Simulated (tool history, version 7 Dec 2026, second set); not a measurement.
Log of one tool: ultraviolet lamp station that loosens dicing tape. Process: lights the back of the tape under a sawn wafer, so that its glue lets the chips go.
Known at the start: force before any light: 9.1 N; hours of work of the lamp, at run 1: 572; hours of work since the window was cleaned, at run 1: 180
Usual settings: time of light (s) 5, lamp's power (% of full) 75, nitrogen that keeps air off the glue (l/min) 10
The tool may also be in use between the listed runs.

run	hour	time of light (s)	lamp's power (% of full)	nitrogen that keeps air off the glue (l/min)	hours of work of the lamp	hours of work since the window was cleaned	force that peels the tape off (N)	light that reached the tape (J/m2)
1	0	5	75	10	572	180	1.297	3280
2	68.1	5	75	10	614	222	1.374	3190
3	137.8	5	75	10	657	265	1.497	3030
# hour 165.8: lamp changed
4	195	5	75	10	18	300	0.731	4410
5	257	5	75	10	56	338	0.756	4290
6	299.4	5	75	10	82	364	0.764	4270
7	376.2	3	75	10	129	411	2.019	2460
8	419.6	5	65	10	156	438	1.147	3530
9	479.6	5	65	10	193	475	1.208	3400
10	529.1	5	65	10	223	505	1.266	3320
# hour 593.4: window cleaned of glue's vapour
11	611.7	5	65	5	274	11	2.111	2900
12	658.7	5	65	5	303	40	2.215	2820
13	726.3	5	65	5	344	82	2.271	2760
14	787.2	5	62	5	382	119	2.589	2590
# hour 843.8: window cleaned of glue's vapour, once more
15	856.4	5	62	5	424	8	1.798	3240
16	936.6	5	62	5	473	57	1.949	3140
17	1006.1	5	62	5	516	100	2.065	3000
18	1057.9	5	62	5	548	132	2.127	2920
19	1122.6	5	62	5	587	171	2.198	2890
20	1204.9	5	75	16	638	222	1.074	3310
21	1255.8	4	75	16	669	253	1.607	2570
# hour 1265.3: lamp changed
22	1336.6	5	75	12	44	302	0.679	4350
23	1383.5	3	86	3	73	331	2.696	2900
24	1475.4	3	62	8	129	388	2.814	2010
25	1542.5	8	97	10	170	429	0.24	8240
26	1596	3	64	9	203	462	2.724	1980
27	1657.6	5	64	10	241	499	1.367	3270
28	1720.4	5	64	10	280	538	1.373	3160
# hour 1727.7: window cleaned of glue's vapour
29	1780.4	5	64	10	316	32	1.187	3430
30	1869.6	4	79	9	371	87	1.374	3280
31	1950.1	4	79	9	421	137	1.489	3100
32	2022.4	5	65	10	465	181	1.398	3080
33	2063.6	4	64	10	490	206	2.079	2360
34	2152.9	5	99	7	545	261	0.901	4430
35	2190.6	5	99	7	568	284	0.91	4340
36	2254.6	4	61	17	608	324	2.118	2040
37	2335.8	4	61	17	658	374	2.269	1970
# hour 2365: lamp changed
38	2422.2	4	61	17	35	426	1.467	2670
39	2498.5	5	70	6	82	473	1.295	3760
40	2586.9	7	79	6	136	527	0.579	5750
# hour 2614.3: window cleaned of glue's vapour
41	2628.7	7	79	6	162	9	0.442	6470
42	2679.6	7	79	6	193	40	0.473	6280
43	2771.6	6	75	10	250	97	0.558	4880

Forecast each of these 3 alternatives for the next run:
A	2854.5	5	98	12	300	148	?	?
B	2854.5	5	79	10	300	148	?	?
C	2854.5	5	63	10	300	148	?	?

run	force that peels the tape off (N)	light that reached the tape (J/m2)
A	0.489	5170
B	0.813	4210
C	1.231	3340
Without the tool's hidden state the same runs would have given:
run	force that peels the tape off (N)	light that reached the tape (J/m2)
A	0.329	6320
B	0.533	5140
C	0.835	4080
